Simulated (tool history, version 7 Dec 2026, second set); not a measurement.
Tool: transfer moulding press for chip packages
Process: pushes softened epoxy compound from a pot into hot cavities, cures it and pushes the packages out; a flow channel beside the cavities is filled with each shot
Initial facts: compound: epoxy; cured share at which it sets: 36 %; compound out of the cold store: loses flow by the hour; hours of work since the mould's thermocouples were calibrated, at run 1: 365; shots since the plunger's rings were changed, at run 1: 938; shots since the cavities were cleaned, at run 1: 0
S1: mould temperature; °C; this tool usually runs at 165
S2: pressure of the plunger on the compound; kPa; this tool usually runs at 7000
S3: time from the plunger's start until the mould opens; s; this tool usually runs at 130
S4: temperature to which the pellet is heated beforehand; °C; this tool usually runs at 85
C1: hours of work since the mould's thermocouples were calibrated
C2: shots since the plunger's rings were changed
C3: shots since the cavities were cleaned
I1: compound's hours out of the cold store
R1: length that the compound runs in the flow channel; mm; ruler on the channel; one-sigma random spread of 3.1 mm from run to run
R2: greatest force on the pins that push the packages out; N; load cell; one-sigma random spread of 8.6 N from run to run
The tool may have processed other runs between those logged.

| run | hour | S1 | S2 | S3 | S4 | C1 | C2 | C3 | I1 | R1 | R2 |
|---|---|---|---|---|---|---|---|---|---|---|---|
| 1 | 0.0 | 165 | 7000 | 130 | 85 | 365 | 938 | 0 | 20.0 | 584 | 371 |
| 2 | 17.5 | 165 | 7000 | 130 | 85 | 374 | 1053 | 115 | 36.8 | 543 | 505 |
| 3 | 39.6 | 165 | 7000 | 130 | 85 | 385 | 1198 | 260 | 16.2 | 593 | 601 |
| 4 | 63.4 | 165 | 7000 | 130 | 85 | 396 | 1355 | 417 | 11.1 | 602 | 691 |
| 5 | 92.9 | 165 | 7000 | 130 | 85 | 411 | 1548 | 610 | 35.2 | 551 | 711 |
| 6 | 113.3 | 165 | 7000 | 142 | 85 | 420 | 1682 | 744 | 16.2 | 591 | 723 |
|  | 139.2 | cavities cleaned with cleaning compound and waxed |
|  | 144.3 | mould's thermocouples calibrated |
| 7 | 155.5 | 165 | 7000 | 130 | 85 | 5 | 1937 | 95 | 31.2 | 556 | 501 |
| 8 | 176.2 | 165 | 7000 | 130 | 77 | 16 | 2073 | 231 | 37.2 | 536 | 595 |
| 9 | 194.1 | 165 | 7000 | 130 | 85 | 24 | 2190 | 348 | 43.8 | 523 | 682 |
| 10 | 233.2 | 165 | 7000 | 130 | 85 | 43 | 2447 | 605 | 28.7 | 558 | 757 |
| 11 | 254.6 | 165 | 7000 | 150 | 85 | 54 | 2587 | 745 | 21.1 | 571 | 728 |
|  | 278.5 | cavities cleaned with cleaning compound and waxed |
| 12 | 283.9 | 165 | 6600 | 125 | 85 | 67 | 2770 | 36 | 24.1 | 550 | 457 |

The next listed run, before its measurement:
| 13 | 310.2 | 165 | 7110 | 168 | 91 | 80 | 2943 | 209 | 17.8 | ? | ? |

R1: 584 mm
R2: 513 N
On a tool with no hidden condition, and with the same random variation, this run would have come out at R1 605 mm, R2 337 N.
